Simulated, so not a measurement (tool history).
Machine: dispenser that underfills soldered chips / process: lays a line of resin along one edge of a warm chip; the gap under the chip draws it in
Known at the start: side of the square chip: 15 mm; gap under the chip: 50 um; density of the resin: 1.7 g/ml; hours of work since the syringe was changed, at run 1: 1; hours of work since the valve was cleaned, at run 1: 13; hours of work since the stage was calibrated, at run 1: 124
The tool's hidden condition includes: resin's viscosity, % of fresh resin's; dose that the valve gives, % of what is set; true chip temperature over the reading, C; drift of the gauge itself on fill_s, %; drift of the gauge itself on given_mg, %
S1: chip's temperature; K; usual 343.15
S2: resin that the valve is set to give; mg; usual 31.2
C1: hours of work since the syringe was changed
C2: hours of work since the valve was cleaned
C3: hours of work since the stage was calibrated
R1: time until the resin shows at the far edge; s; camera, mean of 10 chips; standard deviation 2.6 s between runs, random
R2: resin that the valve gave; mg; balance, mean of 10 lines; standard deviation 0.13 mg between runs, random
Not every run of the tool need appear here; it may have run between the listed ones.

{"run": 1, "hour": 0.0, "S1": 343.15, "S2": 31.2, "C1": 1, "C2": 13, "C3": 124, "R1": 294.3, "R2": 30.65}
{"run": 2, "hour": 3.0, "S1": 343.15, "S2": 30.9, "C1": 3, "C2": 15, "C3": 126, "R1": 336.3, "R2": 30.5}
{"run": 3, "hour": 5.8, "S1": 330.15, "S2": 31.2, "C1": 5, "C2": 17, "C3": 128, "R1": 653.8, "R2": 30.61}
{"run": 4, "hour": 8.2, "S1": 350.15, "S2": 31.2, "C1": 6, "C2": 18, "C3": 129, "R1": 331, "R2": 30.65}
{"hour": 11.2, "done": "new syringe of resin"}
{"run": 5, "hour": 12.1, "S1": 350.15, "S2": 31.2, "C1": 1, "C2": 21, "C3": 131, "R1": 206.2, "R2": 30.6}
{"run": 6, "hour": 14.5, "S1": 343.15, "S2": 31.2, "C1": 2, "C2": 22, "C3": 133, "R1": 303.5, "R2": 30.49}
{"run": 7, "hour": 19.7, "S1": 343.15, "S2": 31.2, "C1": 5, "C2": 25, "C3": 136, "R1": 388.4, "R2": 30.51}
{"run": 8, "hour": 23.0, "S1": 343.15, "S2": 31.2, "C1": 7, "C2": 27, "C3": 138, "R1": 465.9, "R2": 30.42}
{"hour": 24.6, "done": "new syringe of resin"}
{"run": 9, "hour": 27.7, "S1": 343.15, "S2": 40.6, "C1": 2, "C2": 30, "C3": 141, "R1": 306.4, "R2": 39.11}
{"run": 10, "hour": 31.4, "S1": 343.15, "S2": 31.2, "C1": 4, "C2": 32, "C3": 143, "R1": 374.4, "R2": 30}
{"run": 11, "hour": 36.0, "S1": 343.15, "S2": 31.2, "C1": 7, "C2": 35, "C3": 146, "R1": 474, "R2": 30.23}
{"hour": 38.0, "done": "new syringe of resin"}
{"run": 12, "hour": 41.1, "S1": 343.15, "S2": 31.2, "C1": 2, "C2": 38, "C3": 149, "R1": 295.7, "R2": 30.22}
{"run": 13, "hour": 44.4, "S1": 343.15, "S2": 31.2, "C1": 4, "C2": 40, "C3": 151, "R1": 349.3, "R2": 29.97}
{"run": 14, "hour": 47.0, "S1": 330.15, "S2": 28.9, "C1": 5, "C2": 42, "C3": 153, "R1": 693.3, "R2": 27.79}
{"run": 15, "hour": 50.8, "S1": 330.15, "S2": 28.9, "C1": 8, "C2": 44, "C3": 155, "R1": 833.2, "R2": 27.7}
{"hour": 51.7, "done": "new syringe of resin"}
{"run": 16, "hour": 53.9, "S1": 329.15, "S2": 28.9, "C1": 1, "C2": 46, "C3": 157, "R1": 528.6, "R2": 27.62}
{"run": 17, "hour": 57.6, "S1": 335.15, "S2": 26.9, "C1": 4, "C2": 48, "C3": 159, "R1": 494.2, "R2": 25.48}
{"run": 18, "hour": 59.8, "S1": 333.15, "S2": 31, "C1": 5, "C2": 50, "C3": 160, "R1": 579.8, "R2": 29.47}
{"run": 19, "hour": 63.0, "S1": 348.15, "S2": 29.7, "C1": 7, "C2": 52, "C3": 162, "R1": 379.7, "R2": 28.12}
{"hour": 65.1, "done": "new syringe of resin"}
{"run": 20, "hour": 65.8, "S1": 335.15, "S2": 31.4, "C1": 0, "C2": 53, "C3": 164, "R1": 374.7, "R2": 29.76}
{"run": 21, "hour": 68.7, "S1": 332.15, "S2": 36.2, "C1": 2, "C2": 55, "C3": 166, "R1": 490, "R2": 34.29}
{"run": 22, "hour": 72.2, "S1": 332.15, "S2": 36.2, "C1": 4, "C2": 57, "C3": 168, "R1": 567.3, "R2": 34.2}
{"run": 23, "hour": 76.8, "S1": 330.15, "S2": 36, "C1": 7, "C2": 60, "C3": 171, "R1": 774.9, "R2": 34.02}
{"hour": 78.5, "done": "new syringe of resin"}
{"run": 24, "hour": 80.6, "S1": 343.15, "S2": 39.8, "C1": 1, "C2": 62, "C3": 173, "R1": 289.7, "R2": 37.44}
{"run": 25, "hour": 84.5, "S1": 337.15, "S2": 39.8, "C1": 4, "C2": 64, "C3": 175, "R1": 438.3, "R2": 37.43}

Take each entry between the runs: how does the hidden state at the last listed run before it differ from the hidden state at the first listed run after it?
Runs 4 to 5: new syringe of resin (hour 11.2)
  resin's viscosity, % of fresh resin's: 166.6 -> 102.9; dose that the valve gives, % of what is set: 97.93 -> 97.75; true chip temperature over the reading, C: -0.81 -> -0.82
  what was measured, less what the result would be without the hidden state, R1: +138.9 -> +12.4 s; R2: -0.64 -> -0.7 mg
Runs 8 to 9: new syringe of resin (hour 24.6)
  resin's viscosity, % of fresh resin's: 176.4 -> 117.5; dose that the valve gives, % of what is set: 97.13 -> 96.88; true chip temperature over the reading, C: -0.86 -> -0.88
  what was measured, less what the result would be without the hidden state, R1: +211.1 -> +54.7 s; R2: -0.9 -> -1.26 mg
Runs 11 to 12: new syringe of resin (hour 38)
  resin's viscosity, % of fresh resin's: 177.1 -> 113; dose that the valve gives, % of what is set: 96.43 -> 96.17; true chip temperature over the reading, C: -0.9 -> -0.92
  what was measured, less what the result would be without the hidden state, R1: +216.8 -> +44.6 s; R2: -1.12 -> -1.21 mg
Runs 15 to 16: new syringe of resin (hour 51.7)
  resin's viscosity, % of fresh resin's: 181.9 -> 109.6; dose that the valve gives, % of what is set: 95.65 -> 95.49; true chip temperature over the reading, C: -0.95 -> -0.96
  what was measured, less what the result would be without the hidden state, R1: +396.8 -> +69.2 s; R2: -1.27 -> -1.31 mg
Runs 19 to 20: new syringe of resin (hour 65.1)
  resin's viscosity, % of fresh resin's: 171.7 -> 101.8; dose that the valve gives, % of what is set: 94.97 -> 94.84; true chip temperature over the reading, C: -0.99 -> -1
  what was measured, less what the result would be without the hidden state, R1: +168.5 -> +23.6 s; R2: -1.49 -> -1.62 mg
Runs 23 to 24: new syringe of resin (hour 78.5)
  resin's viscosity, % of fresh resin's: 175.2 -> 109.7; dose that the valve gives, % of what is set: 94.25 -> 94.07; true chip temperature over the reading, C: -1.04 -> -1.05
  what was measured, less what the result would be without the hidden state, R1: +353.2 -> +36.7 s; R2: -2.07 -> -2.36 mg
